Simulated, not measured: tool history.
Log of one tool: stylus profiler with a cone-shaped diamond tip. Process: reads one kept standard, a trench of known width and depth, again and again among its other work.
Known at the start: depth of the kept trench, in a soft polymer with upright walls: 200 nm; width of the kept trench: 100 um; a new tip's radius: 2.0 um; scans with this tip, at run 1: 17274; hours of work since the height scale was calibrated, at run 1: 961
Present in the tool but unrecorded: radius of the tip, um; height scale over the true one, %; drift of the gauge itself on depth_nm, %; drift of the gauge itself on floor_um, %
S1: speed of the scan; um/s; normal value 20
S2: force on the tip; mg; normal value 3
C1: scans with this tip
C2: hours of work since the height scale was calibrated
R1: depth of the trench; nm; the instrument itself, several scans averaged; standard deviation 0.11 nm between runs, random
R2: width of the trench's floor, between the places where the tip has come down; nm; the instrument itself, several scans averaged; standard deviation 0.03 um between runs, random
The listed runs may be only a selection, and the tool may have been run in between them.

Run 1, hour 0: usual settings; C1 17274; C2 961. Result: R1 202 nm, R2 97750 nm.
Run 2, hour 103: usual settings but S1 32 um/s; C1 17672; C2 1037. Result: R1 202.05 nm, R2 97760 nm.
Run 3, hour 200.6: usual settings; C1 18049; C2 1110. Result: R1 201.73 nm, R2 97720 nm.
Run 4, hour 306.1: usual settings but S1 60 um/s; C1 18456; C2 1188. Result: R1 201.82 nm, R2 97630 nm.
Run 5, hour 389: usual settings but S1 14 um/s; C1 18777; C2 1250. Result: R1 201.87 nm, R2 97810 nm.
Run 6, hour 439.7: usual settings; C1 18972; C2 1287. Result: R1 201.68 nm, R2 97830 nm.
Run 7, hour 490.8: usual settings; C1 19170; C2 1325. Result: R1 201.72 nm, R2 97770 nm.
Run 8, hour 606.2: usual settings; C1 19615; C2 1411. Result: R1 201.59 nm, R2 97720 nm.
Run 9, hour 717.7: usual settings; C1 20046; C2 1494. Result: R1 201.47 nm, R2 97690 nm.
Run 10, hour 837.3: usual settings; C1 20508; C2 1583. Result: R1 201.51 nm, R2 97710 nm.
Run 11, hour 924.7: usual settings; C1 20846; C2 1648. Result: R1 201.2 nm, R2 97700 nm.
Run 12, hour 1041.8: usual settings; C1 21298; C2 1735. Result: R1 201.43 nm, R2 97710 nm.
Run 13, hour 1094.2: usual settings; C1 21501; C2 1774. Result: R1 201.45 nm, R2 97660 nm.
Run 14, hour 1163.2: usual settings; C1 21767; C2 1825. Result: R1 201.41 nm, R2 97660 nm.
Run 15, hour 1263.3: usual settings but S1 14 um/s; C1 22154; C2 1899. Result: R1 201.26 nm, R2 97680 nm.
Run 16, hour 1383.3: usual settings but S1 35 um/s; C1 22617; C2 1988. Result: R1 201.18 nm, R2 97550 nm.
Run 17, hour 1461.8: usual settings but S1 35 um/s; C1 22920; C2 2047. Result: R1 201.15 nm, R2 97600 nm.
Run 18, hour 1568.9: usual settings but S1 35 um/s; C1 23334; C2 2126. Result: R1 201.08 nm, R2 97590 nm.
Run 19, hour 1686.6: usual settings but S1 35 um/s; C1 23789; C2 2214. Result: R1 200.87 nm, R2 97580 nm.
At hour 1730.5: height scale calibrated on a step standard.
Run 20, hour 1764.9: usual settings but S1 6 um/s; C1 24089; C2 26. Result: R1 199.69 nm, R2 97710 nm.
Run 21, hour 1818.6: usual settings but S1 6 um/s; C1 24296; C2 65. Result: R1 199.65 nm, R2 97660 nm.
Run 22, hour 1886: usual settings but S1 11 um/s; C1 24557; C2 116. Result: R1 199.84 nm, R2 97610 nm.
Run 23, hour 1973.1: usual settings but S1 11 um/s; C1 24893; C2 180. Result: R1 199.79 nm, R2 97690 nm.
Run 24, hour 2082.1: usual settings but S1 28 um/s; C1 25314; C2 261. Result: R1 199.67 nm, R2 97560 nm.
At hour 2128.3: height scale calibrated on a step standard, once more.
Run 25, hour 2162.9: usual settings but S1 18 um/s, S2 2.6 mg; C1 25624; C2 26. Result: R1 202.58 nm, R2 97550 nm.
Run 26, hour 2227.5: usual settings but S1 55 um/s; C1 25874; C2 74. Result: R1 202.81 nm, R2 97470 nm.
Run 27, hour 2276.8: usual settings but S1 10 um/s, S2 8.79 mg; C1 26064; C2 110. Result: R1 205.94 nm, R2 97610 nm.
Run 28, hour 2370.3: usual settings but S1 25 um/s, S2 2.71 mg; C1 26426; C2 180. Result: R1 202.78 nm, R2 97510 nm.
Run 29, hour 2481.4: usual settings but S1 38 um/s, S2 1.37 mg; C1 26855; C2 262. Result: R1 201.4 nm, R2 97490 nm.
Run 30, hour 2586.9: usual settings but S1 11 um/s, S2 2.03 mg; C1 27262; C2 341. Result: R1 201.88 nm, R2 97610 nm.
Run 31, hour 2679.2: usual settings but S1 54 um/s, S2 8.64 mg; C1 27619; C2 409. Result: R1 205.51 nm, R2 97570 nm.
Run 32, hour 2780.4: usual settings but S1 54 um/s, S2 8.64 mg; C1 28010; C2 484. Result: R1 205.51 nm, R2 97480 nm.
Run 33, hour 2901.1: usual settings but S1 33 um/s, S2 2.01 mg; C1 28476; C2 574. Result: R1 201.71 nm, R2 97520 nm.
Run 34, hour 3001.5: usual settings but S1 38 um/s, S2 1.3 mg; C1 28864; C2 649. Result: R1 201.05 nm, R2 97410 nm.
Run 35, hour 3069.1: usual settings but S1 56 um/s, S2 2.66 mg; C1 29125; C2 699. Result: R1 202.06 nm, R2 97380 nm.
Run 36, hour 3146.4: usual settings but S1 56 um/s, S2 2.66 mg; C1 29424; C2 756. Result: R1 202.22 nm, R2 97470 nm.
Run 37, hour 3231.8: usual settings but S1 56 um/s, S2 2.66 mg; C1 29753; C2 820. Result: R1 201.84 nm, R2 97350 nm.
Run 38, hour 3338.6: usual settings but S1 16 um/s, S2 4.8 mg; C1 30166; C2 899. Result: R1 203.25 nm, R2 97530 nm.
Run 39, hour 3425: usual settings but S1 16 um/s, S2 4.8 mg; C1 30500; C2 963. Result: R1 203.11 nm, R2 97520 nm.
Run 40, hour 3500.8: usual settings but S1 28 um/s, S2 6.93 mg; C1 30793; C2 1020. Result: R1 204.09 nm, R2 97450 nm.
Run 41, hour 3617.9: usual settings but S1 28 um/s, S2 6.93 mg; C1 31245; C2 1107. Result: R1 204.08 nm, R2 97500 nm.
Run 42, hour 3686.5: usual settings but S1 72 um/s, S2 1.68 mg; C1 31510; C2 1158. Result: R1 200.81 nm, R2 97200 nm.
Run 43, hour 3780.4: usual settings but S1 15 um/s, S2 4.93 mg; C1 31873; C2 1227. Result: R1 202.93 nm, R2 97490 nm.
Run 44, hour 3879: usual settings but S1 9 um/s, S2 8.6 mg; C1 32253; C2 1301. Result: R1 204.6 nm, R2 97430 nm.
Run 45, hour 3938.4: usual settings but S1 74 um/s, S2 1.57 mg; C1 32483; C2 1345. Result: R1 200.75 nm, R2 97120 nm.

Alternative continuations, all from the tool just after run 45; predict every row:
Run A, hour 4007.5: usual settings but S1 6 um/s, S2 8.08 mg; C1 32750; C2 1396. Result: R1 ?, R2 ?.
Run B, hour 4007.5: usual settings but S1 15 um/s, S2 4.48 mg; C1 32750; C2 1396. Result: R1 ?, R2 ?.
Run C, hour 4007.5: usual settings but S1 8 um/s, S2 7.08 mg; C1 32750; C2 1396. Result: R1 ?, R2 ?.

run      R1     R2
  A  204.28  97520
  B  202.41  97500
  C     204  97490
Had the tool no hidden state, the same runs would have come out as:
run      R1     R2
  A  205.52  98270
  B  203.64  98250
  C  205.24  98240
